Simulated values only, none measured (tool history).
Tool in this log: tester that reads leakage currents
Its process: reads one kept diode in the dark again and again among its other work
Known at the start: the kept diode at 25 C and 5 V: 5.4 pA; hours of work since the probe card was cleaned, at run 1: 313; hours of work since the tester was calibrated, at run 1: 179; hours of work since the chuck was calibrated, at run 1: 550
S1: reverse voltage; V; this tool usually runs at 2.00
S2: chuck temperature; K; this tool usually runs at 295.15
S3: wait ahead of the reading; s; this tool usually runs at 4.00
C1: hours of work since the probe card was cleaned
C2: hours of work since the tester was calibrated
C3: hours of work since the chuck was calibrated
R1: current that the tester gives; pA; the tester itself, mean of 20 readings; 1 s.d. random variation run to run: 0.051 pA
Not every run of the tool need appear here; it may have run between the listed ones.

{"run": 1, "day": 0.0, "S1": 2.0, "S2": 295.15, "S3": 4.0, "C1": 313, "C2": 179, "C3": 550, "R1": 3.1}
{"run": 2, "day": 6.479, "S1": 2.0, "S2": 295.15, "S3": 4.03, "C1": 384, "C2": 250, "C3": 621, "R1": 3.12}
{"run": 3, "day": 12.912, "S1": 2.0, "S2": 295.15, "S3": 4.03, "C1": 454, "C2": 320, "C3": 692, "R1": 3.3}
{"run": 4, "day": 19.817, "S1": 2.0, "S2": 295.15, "S3": 4.0, "C1": 530, "C2": 396, "C3": 767, "R1": 3.37}
{"run": 5, "day": 28.258, "S1": 2.0, "S2": 295.15, "S3": 4.0, "C1": 622, "C2": 488, "C3": 860, "R1": 3.45}
{"run": 6, "day": 32.371, "S1": 2.0, "S2": 295.15, "S3": 4.0, "C1": 667, "C2": 533, "C3": 905, "R1": 3.48}
{"run": 7, "day": 35.942, "S1": 2.0, "S2": 295.15, "S3": 4.0, "C1": 706, "C2": 572, "C3": 944, "R1": 3.53}
{"run": 8, "day": 42.15, "S1": 2.0, "S2": 295.15, "S3": 4.0, "C1": 774, "C2": 640, "C3": 1012, "R1": 3.61}
{"run": 9, "day": 50.112, "S1": 2.0, "S2": 295.15, "S3": 4.0, "C1": 862, "C2": 728, "C3": 1099, "R1": 3.7}
{"run": 10, "day": 55.683, "S1": 2.0, "S2": 295.15, "S3": 4.0, "C1": 923, "C2": 789, "C3": 1160, "R1": 3.77}
{"run": 11, "day": 59.642, "S1": 2.0, "S2": 295.15, "S3": 4.0, "C1": 966, "C2": 832, "C3": 1204, "R1": 3.8}
{"run": 12, "day": 67.271, "S1": 2.0, "S2": 295.15, "S3": 4.0, "C1": 1050, "C2": 915, "C3": 1287, "R1": 3.96}
{"run": 13, "day": 75.192, "S1": 2.0, "S2": 295.15, "S3": 7.08, "C1": 1136, "C2": 1002, "C3": 1374, "R1": 3.94}
{"run": 14, "day": 83.125, "S1": 2.0, "S2": 295.15, "S3": 7.08, "C1": 1223, "C2": 1089, "C3": 1461, "R1": 4.06}
{"run": 15, "day": 88.9, "S1": 2.0, "S2": 295.15, "S3": 7.08, "C1": 1287, "C2": 1152, "C3": 1524, "R1": 4.19}
{"run": 16, "day": 95.442, "S1": 2.0, "S2": 295.15, "S3": 7.08, "C1": 1358, "C2": 1224, "C3": 1596, "R1": 4.28}
{"day": 100.792, "done": "probe card cleaned and baked"}
{"run": 17, "day": 102.075, "S1": 2.0, "S2": 295.15, "S3": 7.08, "C1": 14, "C2": 1295, "C3": 1667, "R1": 2.99}
{"run": 18, "day": 106.625, "S1": 2.0, "S2": 295.15, "S3": 7.08, "C1": 64, "C2": 1345, "C3": 1717, "R1": 2.96}
{"run": 19, "day": 114.225, "S1": 2.0, "S2": 295.15, "S3": 4.0, "C1": 147, "C2": 1428, "C3": 1800, "R1": 3.15}
{"run": 20, "day": 120.608, "S1": 3.95, "S2": 295.15, "S3": 4.0, "C1": 217, "C2": 1498, "C3": 1870, "R1": 4.81}
{"run": 21, "day": 128.538, "S1": 3.95, "S2": 295.15, "S3": 4.0, "C1": 304, "C2": 1585, "C3": 1957, "R1": 5.04}
{"run": 22, "day": 136.854, "S1": 2.0, "S2": 316.15, "S3": 4.0, "C1": 395, "C2": 1676, "C3": 2048, "R1": 13.12}
{"day": 141.467, "done": "chuck's temperature calibrated"}
{"run": 23, "day": 142.158, "S1": 2.0, "S2": 316.15, "S3": 4.0, "C1": 452, "C2": 1733, "C3": 8, "R1": 11.98}
{"run": 24, "day": 149.017, "S1": 19.4, "S2": 295.15, "S3": 2.71, "C1": 527, "C2": 1809, "C3": 83, "R1": 15.73}
{"run": 25, "day": 155.808, "S1": 19.4, "S2": 295.15, "S3": 2.71, "C1": 602, "C2": 1883, "C3": 157, "R1": 16.33}
{"day": 156.492, "done": "tester calibrated"}
{"run": 26, "day": 163.208, "S1": 1.16, "S2": 297.15, "S3": 1.1, "C1": 682, "C2": 74, "C3": 237, "R1": 2.72}
{"run": 27, "day": 167.15, "S1": 1.16, "S2": 297.15, "S3": 1.1, "C1": 725, "C2": 117, "C3": 280, "R1": 2.89}
{"run": 28, "day": 173.529, "S1": 2.0, "S2": 298.15, "S3": 4.0, "C1": 795, "C2": 187, "C3": 350, "R1": 4.12}
{"run": 29, "day": 177.7, "S1": 2.0, "S2": 298.15, "S3": 4.0, "C1": 841, "C2": 232, "C3": 396, "R1": 4.21}
{"run": 30, "day": 182.762, "S1": 2.0, "S2": 298.15, "S3": 4.0, "C1": 896, "C2": 288, "C3": 451, "R1": 4.2}
{"day": 183.492, "done": "tester calibrated, once more"}
{"run": 31, "day": 190.675, "S1": 8.48, "S2": 294.15, "S3": 4.0, "C1": 982, "C2": 79, "C3": 537, "R1": 9.94}
{"run": 32, "day": 196.271, "S1": 8.48, "S2": 294.15, "S3": 4.0, "C1": 1043, "C2": 140, "C3": 598, "R1": 10.17}
{"run": 33, "day": 200.246, "S1": 8.48, "S2": 294.15, "S3": 4.0, "C1": 1087, "C2": 184, "C3": 642, "R1": 10.36}
{"run": 34, "day": 208.221, "S1": 8.48, "S2": 294.15, "S3": 4.0, "C1": 1174, "C2": 271, "C3": 729, "R1": 10.74}
{"run": 35, "day": 215.092, "S1": 19.7, "S2": 320.15, "S3": 3.58, "C1": 1249, "C2": 346, "C3": 805, "R1": 68.44}
{"run": 36, "day": 219.158, "S1": 4.55, "S2": 299.15, "S3": 3.28, "C1": 1294, "C2": 391, "C3": 849, "R1": 8.77}
{"run": 37, "day": 223.762, "S1": 11.38, "S2": 296.15, "S3": 0.53, "C1": 1344, "C2": 441, "C3": 900, "R1": 18.08}
{"run": 38, "day": 229.088, "S1": 11.38, "S2": 300.15, "S3": 0.72, "C1": 1402, "C2": 499, "C3": 958, "R1": 20.29}
{"day": 230.488, "done": "probe card cleaned and baked"}
{"run": 39, "day": 234.717, "S1": 11.38, "S2": 300.15, "S3": 0.72, "C1": 46, "C2": 560, "C3": 1018, "R1": 13.17}

4 ways to go on from here, each from the tool as it stands after run 39. What would each give?
{"run": "A", "day": 242.675, "S1": 15.47, "S2": 301.15, "S3": 4.0, "C1": 134, "C2": 647, "C3": 1105, "R1": "?"}
{"run": "B", "day": 242.675, "S1": 2.0, "S2": 323.15, "S3": 4.0, "C1": 134, "C2": 647, "C3": 1105, "R1": "?"}
{"run": "C", "day": 242.675, "S1": 9.86, "S2": 306.15, "S3": 4.0, "C1": 134, "C2": 647, "C3": 1105, "R1": "?"}
{"run": "D", "day": 242.675, "S1": 11.38, "S2": 300.15, "S3": 0.5, "C1": 134, "C2": 647, "C3": 1105, "R1": "?"}

run=A R1=15.31
run=B R1=19.05
run=C R1=16.11
run=D R1=14.72
The same runs, with their run-to-run variation unchanged, on a tool lacking any hidden condition would have given:
run=A R1=13.46
run=B R1=17.96
run=C R1=14.58
run=D R1=13.31

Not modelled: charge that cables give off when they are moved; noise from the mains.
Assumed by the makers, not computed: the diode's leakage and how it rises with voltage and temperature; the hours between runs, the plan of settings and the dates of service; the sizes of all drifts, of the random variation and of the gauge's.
